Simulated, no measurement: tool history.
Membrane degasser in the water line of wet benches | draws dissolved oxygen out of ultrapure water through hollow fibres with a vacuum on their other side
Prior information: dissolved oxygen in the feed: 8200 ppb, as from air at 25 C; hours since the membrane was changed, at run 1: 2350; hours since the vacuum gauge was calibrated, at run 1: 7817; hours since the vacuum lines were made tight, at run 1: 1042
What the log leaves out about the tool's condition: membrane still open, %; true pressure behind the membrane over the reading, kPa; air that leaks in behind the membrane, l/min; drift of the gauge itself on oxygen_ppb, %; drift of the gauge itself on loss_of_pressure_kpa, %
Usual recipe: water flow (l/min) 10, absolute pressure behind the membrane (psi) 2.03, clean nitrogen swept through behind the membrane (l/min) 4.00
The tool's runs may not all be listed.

run,hour,water flow (l/min),absolute pressure behind the membrane (psi),clean nitrogen swept through behind the membrane (l/min),hours since the membrane was changed,hours since the vacuum gauge was calibrated,hours since the vacuum lines were made tight,dissolved oxygen in the water behind the degasser (ppb),pressure that the water loses in the fibres (psi)
1,0.0,10,2.03,4.00,2350,7817,1042,123.4,6.637
2,34.9,10,2.03,4.00,2385,7852,1077,124.4,6.611
3,62.4,10,2.03,4.00,2412,7879,1104,124.7,6.660
4,98.2,10,2.03,4.00,2448,7915,1140,122.6,6.634
5,150.1,10,2.03,4.00,2500,7967,1192,125.4,6.644
6,210.3,10,2.03,3.84,2560,8027,1252,127.4,6.612
7,257.8,10,2.03,3.84,2608,8075,1299,126.0,6.654
8,307.6,10,2.03,3.84,2657,8124,1349,124.9,6.608
9,350.5,10,2.03,3.84,2700,8167,1392,125.0,6.647
# hour 358.2: vacuum gauge calibrated
10,405.8,10,1.52,3.84,2755,48,1447,104.4,6.609
11,441.5,7,4.00,4.00,2791,83,1483,121.7,4.651
12,482.3,7,4.00,4.00,2832,124,1523,124.0,4.627
13,535.7,7,4.00,4.00,2885,178,1577,122.0,4.653
14,573.6,7,1.83,4.00,2923,215,1615,59.0,4.650
15,632.2,12,1.83,4.98,2982,274,1673,149.6,8.003
16,687.0,12,1.36,2.00,3036,329,1728,185.8,7.951
17,722.0,12,1.36,2.00,3071,364,1763,184.6,7.929
18,758.8,12,1.36,2.00,3108,401,1800,185.1,8.016
19,795.8,8,2.05,5.29,3145,438,1837,70.4,5.310

For each entry between runs, how does the tool's hidden state at the last listed run before it compare with that at the first listed run after it?
Between runs 9 and 10: vacuum gauge calibrated (hour 358.2)
  no hidden state differs between the two runs
